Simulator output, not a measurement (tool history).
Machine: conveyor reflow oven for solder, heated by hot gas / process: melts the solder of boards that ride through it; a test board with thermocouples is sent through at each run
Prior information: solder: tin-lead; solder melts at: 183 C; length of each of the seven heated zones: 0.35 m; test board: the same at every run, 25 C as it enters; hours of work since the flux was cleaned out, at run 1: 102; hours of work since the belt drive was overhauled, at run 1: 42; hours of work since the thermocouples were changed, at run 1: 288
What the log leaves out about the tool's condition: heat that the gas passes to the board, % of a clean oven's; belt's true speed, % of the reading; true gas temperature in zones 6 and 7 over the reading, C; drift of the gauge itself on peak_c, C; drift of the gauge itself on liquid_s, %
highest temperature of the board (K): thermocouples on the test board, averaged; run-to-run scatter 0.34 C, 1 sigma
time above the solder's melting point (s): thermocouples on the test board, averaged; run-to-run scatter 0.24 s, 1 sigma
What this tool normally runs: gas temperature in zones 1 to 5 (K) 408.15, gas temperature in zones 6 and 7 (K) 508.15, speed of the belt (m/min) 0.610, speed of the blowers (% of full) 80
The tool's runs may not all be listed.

run,hour,gas temperature in zones 1 to 5 (K),gas temperature in zones 6 and 7 (K),speed of the belt (m/min),speed of the blowers (% of full),hours of work since the flux was cleaned out,hours of work since the belt drive was overhauled,hours of work since the thermocouples were changed,highest temperature of the board (K),time above the solder's melting point (s)
1,0.0,408.15,508.15,0.610,80,102,42,288,488.75,49.0
2,11.9,408.15,508.15,0.610,80,108,48,294,487.95,48.8
3,21.0,415.15,508.15,0.610,80,112,53,299,489.95,51.8
4,33.7,415.15,508.15,0.610,80,118,59,305,489.25,52.3
5,45.1,415.15,499.15,0.610,80,124,64,310,482.35,46.1
6,51.9,415.15,499.15,0.610,80,127,68,313,482.35,46.6
7,57.6,402.15,508.15,0.610,80,130,70,316,487.15,45.9
8,63.5,402.15,508.15,0.610,80,133,73,319,487.65,45.9
9,71.7,408.15,508.15,0.610,80,137,77,323,488.05,48.7
10,82.1,415.15,508.15,0.610,80,142,82,328,489.55,52.4
11,87.4,415.15,508.15,0.610,80,144,85,331,489.45,51.8
12,96.9,408.15,508.15,0.492,80,149,89,335,494.25,67.2
13,108.7,408.15,508.15,0.492,80,155,95,341,494.75,67.0
14,115.4,408.15,508.15,0.492,80,158,98,344,494.75,67.0
15,127.4,408.15,508.15,0.492,80,164,104,350,495.15,67.6
16,134.6,399.15,508.15,0.610,80,167,107,353,486.25,44.8
# hour 140.1: flux residue cleaned out of gas plates and filters
17,150.3,415.15,508.15,0.610,80,5,113,358,488.65,51.1
18,159.6,394.15,507.15,0.610,58,9,117,363,478.15,34.7
19,168.3,394.15,507.15,0.610,58,14,121,367,477.55,34.2
20,181.4,421.15,506.15,0.639,57,20,128,373,482.55,44.7
21,186.7,421.15,509.15,0.615,55,22,130,376,485.05,49.1
# hour 194.0: flux residue cleaned out of gas plates and filters, once more
22,199.3,421.15,509.15,0.615,77,3,134,380,491.95,55.5
23,210.7,422.15,508.15,0.658,80,8,139,385,489.95,50.9
24,222.4,408.15,496.15,0.711,59,14,145,391,469.15,22.9
25,232.7,408.15,496.15,0.711,59,19,150,396,469.15,22.9
26,245.2,397.15,504.15,0.610,80,25,156,402,484.25,42.5
27,251.1,397.15,516.15,0.610,60,28,159,405,488.35,45.0
28,257.1,396.15,516.15,0.621,56,30,162,408,486.25,42.0
29,264.2,416.15,516.15,0.621,67,34,165,411,493.95,53.7
30,271.5,400.15,523.15,0.694,80,37,169,414,494.15,44.2

Describe how what the log doesn't record of the tool's condition differs between the last listed run preceding each entry between runs and the first listed run following it.
Between runs 16 and 17: flux residue cleaned out of gas plates and filters (hour 140.1)
  heat that the gas passes to the board, % of a clean oven's: 95 -> 93.1; belt's true speed, % of the reading: 99.72 -> 99.71; true gas temperature in zones 6 and 7 over the reading, C: -0.31 -> -0.32
  the result without the hidden state subtracted from the measured one, highest temperature of the board (K): -1.90 -> -2.30; time above the solder's melting point (s): -1.6 -> -1.7
Between runs 21 and 22: flux residue cleaned out of gas plates and filters, once more (hour 194.0)
  heat that the gas passes to the board, % of a clean oven's: 92.6 -> 99.9; belt's true speed, % of the reading: 99.67 -> 99.66; true gas temperature in zones 6 and 7 over the reading, C: -0.35 -> -0.36
  the result without the hidden state subtracted from the measured one, highest temperature of the board (K): -2.20 -> -0.30; time above the solder's melting point (s): -2.0 -> +0.0
